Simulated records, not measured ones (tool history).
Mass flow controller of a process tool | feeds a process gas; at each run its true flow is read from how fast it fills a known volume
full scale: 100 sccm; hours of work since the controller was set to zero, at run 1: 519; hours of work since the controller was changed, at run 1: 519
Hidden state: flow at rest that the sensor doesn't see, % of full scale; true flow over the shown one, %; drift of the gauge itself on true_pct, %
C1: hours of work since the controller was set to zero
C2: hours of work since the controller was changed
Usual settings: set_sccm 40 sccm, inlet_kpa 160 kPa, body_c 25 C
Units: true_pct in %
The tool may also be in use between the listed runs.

{"run": 1, "hour": 0.0, "set_sccm": 40, "inlet_kpa": 160, "body_c": 25, "C1": 519, "C2": 519, "true_pct": 99.75}
{"run": 2, "hour": 44.4, "set_sccm": 40, "inlet_kpa": 160, "body_c": 25, "C1": 546, "C2": 546, "true_pct": 99.71}
{"run": 3, "hour": 111.2, "set_sccm": 40, "inlet_kpa": 160, "body_c": 22, "C1": 585, "C2": 585, "true_pct": 99.78}
{"run": 4, "hour": 182.6, "set_sccm": 40, "inlet_kpa": 160, "body_c": 22, "C1": 627, "C2": 627, "true_pct": 99.79}
{"run": 5, "hour": 235.9, "set_sccm": 40, "inlet_kpa": 235, "body_c": 25, "C1": 659, "C2": 659, "true_pct": 99.17}
{"run": 6, "hour": 306.2, "set_sccm": 40, "inlet_kpa": 235, "body_c": 25, "C1": 700, "C2": 700, "true_pct": 99.18}
{"run": 7, "hour": 362.2, "set_sccm": 40, "inlet_kpa": 235, "body_c": 25, "C1": 733, "C2": 733, "true_pct": 99.34}
{"run": 8, "hour": 433.4, "set_sccm": 46, "inlet_kpa": 235, "body_c": 25, "C1": 776, "C2": 776, "true_pct": 99.36}
{"run": 9, "hour": 495.9, "set_sccm": 11, "inlet_kpa": 160, "body_c": 25, "C1": 813, "C2": 813, "true_pct": 99.55}
{"run": 10, "hour": 566.9, "set_sccm": 40, "inlet_kpa": 160, "body_c": 25, "C1": 854, "C2": 854, "true_pct": 99.65}
{"run": 11, "hour": 633.6, "set_sccm": 40, "inlet_kpa": 160, "body_c": 25, "C1": 894, "C2": 894, "true_pct": 99.69}
{"run": 12, "hour": 671.2, "set_sccm": 40, "inlet_kpa": 160, "body_c": 25, "C1": 916, "C2": 916, "true_pct": 99.68}
{"run": 13, "hour": 751.4, "set_sccm": 40, "inlet_kpa": 160, "body_c": 25, "C1": 963, "C2": 963, "true_pct": 99.7}
{"run": 14, "hour": 821.2, "set_sccm": 40, "inlet_kpa": 160, "body_c": 25, "C1": 1005, "C2": 1005, "true_pct": 99.72}
{"run": 15, "hour": 894.5, "set_sccm": 40, "inlet_kpa": 160, "body_c": 21, "C1": 1048, "C2": 1048, "true_pct": 99.89}
{"run": 16, "hour": 973.9, "set_sccm": 40, "inlet_kpa": 160, "body_c": 21, "C1": 1095, "C2": 1095, "true_pct": 99.86}
{"run": 17, "hour": 1012.0, "set_sccm": 40, "inlet_kpa": 160, "body_c": 25, "C1": 1118, "C2": 1118, "true_pct": 99.75}
{"run": 18, "hour": 1077.1, "set_sccm": 40, "inlet_kpa": 160, "body_c": 25, "C1": 1156, "C2": 1156, "true_pct": 99.66}
{"run": 19, "hour": 1129.1, "set_sccm": 40, "inlet_kpa": 160, "body_c": 20, "C1": 1187, "C2": 1187, "true_pct": 99.84}
{"run": 20, "hour": 1206.6, "set_sccm": 40, "inlet_kpa": 160, "body_c": 20, "C1": 1233, "C2": 1233, "true_pct": 99.82}
{"run": 21, "hour": 1267.5, "set_sccm": 40, "inlet_kpa": 160, "body_c": 25, "C1": 1269, "C2": 1269, "true_pct": 99.81}
{"run": 22, "hour": 1302.5, "set_sccm": 27, "inlet_kpa": 160, "body_c": 25, "C1": 1289, "C2": 1289, "true_pct": 99.55}
{"run": 23, "hour": 1357.4, "set_sccm": 27, "inlet_kpa": 160, "body_c": 25, "C1": 1322, "C2": 1322, "true_pct": 99.54}
{"run": 24, "hour": 1397.0, "set_sccm": 27, "inlet_kpa": 160, "body_c": 25, "C1": 1345, "C2": 1345, "true_pct": 99.69}
{"run": 25, "hour": 1431.4, "set_sccm": 18, "inlet_kpa": 141, "body_c": 31, "C1": 1365, "C2": 1365, "true_pct": 99.47}
{"run": 26, "hour": 1511.4, "set_sccm": 40, "inlet_kpa": 192, "body_c": 24, "C1": 1413, "C2": 1413, "true_pct": 99.54}
{"run": 27, "hour": 1587.7, "set_sccm": 65, "inlet_kpa": 160, "body_c": 25, "C1": 1458, "C2": 1458, "true_pct": 99.84}
{"run": 28, "hour": 1632.8, "set_sccm": 13, "inlet_kpa": 221, "body_c": 32, "C1": 1484, "C2": 1484, "true_pct": 99.03}
{"run": 29, "hour": 1694.7, "set_sccm": 13, "inlet_kpa": 210, "body_c": 27, "C1": 1521, "C2": 1521, "true_pct": 99.11}
{"run": 30, "hour": 1734.5, "set_sccm": 40, "inlet_kpa": 198, "body_c": 22, "C1": 1545, "C2": 1545, "true_pct": 99.46}
{"run": 31, "hour": 1814.4, "set_sccm": 52, "inlet_kpa": 280, "body_c": 25, "C1": 1592, "C2": 1592, "true_pct": 99.12}
{"run": 32, "hour": 1875.2, "set_sccm": 52, "inlet_kpa": 280, "body_c": 25, "C1": 1628, "C2": 1628, "true_pct": 99.02}
{"run": 33, "hour": 1919.2, "set_sccm": 42, "inlet_kpa": 254, "body_c": 20, "C1": 1654, "C2": 1654, "true_pct": 99.33}
{"run": 34, "hour": 1956.2, "set_sccm": 85, "inlet_kpa": 235, "body_c": 20, "C1": 1676, "C2": 1676, "true_pct": 99.78}
{"run": 35, "hour": 2002.6, "set_sccm": 85, "inlet_kpa": 151, "body_c": 21, "C1": 1703, "C2": 1703, "true_pct": 100.22}
{"run": 36, "hour": 2052.1, "set_sccm": 85, "inlet_kpa": 151, "body_c": 21, "C1": 1732, "C2": 1732, "true_pct": 100.27}
{"run": 37, "hour": 2093.5, "set_sccm": 85, "inlet_kpa": 151, "body_c": 21, "C1": 1757, "C2": 1757, "true_pct": 100.26}
{"run": 38, "hour": 2126.9, "set_sccm": 53, "inlet_kpa": 245, "body_c": 24, "C1": 1776, "C2": 1776, "true_pct": 99.35}
{"run": 39, "hour": 2182.9, "set_sccm": 62, "inlet_kpa": 244, "body_c": 25, "C1": 1810, "C2": 1810, "true_pct": 99.39}
{"run": 40, "hour": 2246.1, "set_sccm": 46, "inlet_kpa": 244, "body_c": 25, "C1": 1847, "C2": 1847, "true_pct": 99.22}
{"run": 41, "hour": 2321.3, "set_sccm": 46, "inlet_kpa": 160, "body_c": 25, "C1": 1891, "C2": 1891, "true_pct": 99.82}
{"run": 42, "hour": 2367.5, "set_sccm": 46, "inlet_kpa": 160, "body_c": 25, "C1": 1919, "C2": 1919, "true_pct": 99.83}
{"run": 43, "hour": 2445.0, "set_sccm": 40, "inlet_kpa": 263, "body_c": 34, "C1": 1964, "C2": 1964, "true_pct": 98.85}
{"run": 44, "hour": 2482.5, "set_sccm": 40, "inlet_kpa": 263, "body_c": 34, "C1": 1987, "C2": 1987, "true_pct": 98.89}
{"run": 45, "hour": 2544.3, "set_sccm": 40, "inlet_kpa": 215, "body_c": 23, "C1": 2023, "C2": 2023, "true_pct": 99.45}
{"run": 46, "hour": 2583.3, "set_sccm": 40, "inlet_kpa": 215, "body_c": 23, "C1": 2046, "C2": 2046, "true_pct": 99.45}
{"run": 47, "hour": 2621.7, "set_sccm": 27, "inlet_kpa": 181, "body_c": 36, "C1": 2069, "C2": 2069, "true_pct": 99.22}
{"run": 48, "hour": 2660.2, "set_sccm": 13, "inlet_kpa": 216, "body_c": 37, "C1": 2092, "C2": 2092, "true_pct": 98.7}

3 ways to go on from here, each from the tool as it stands after run 48. What would each give?
{"run": "A", "hour": 2727.6, "set_sccm": 83, "inlet_kpa": 151, "body_c": 34, "C1": 2131, "C2": 2131, "true_pct": "?"}
{"run": "B", "hour": 2727.6, "set_sccm": 18, "inlet_kpa": 160, "body_c": 32, "C1": 2131, "C2": 2131, "true_pct": "?"}
{"run": "C", "hour": 2727.6, "set_sccm": 59, "inlet_kpa": 175, "body_c": 29, "C1": 2131, "C2": 2131, "true_pct": "?"}

run=A true_pct=99.93
run=B true_pct=99.28
run=C true_pct=99.68
Without the tool's hidden state the same runs would have given:
run=A true_pct=99.93
run=B true_pct=99.29
run=C true_pct=99.68
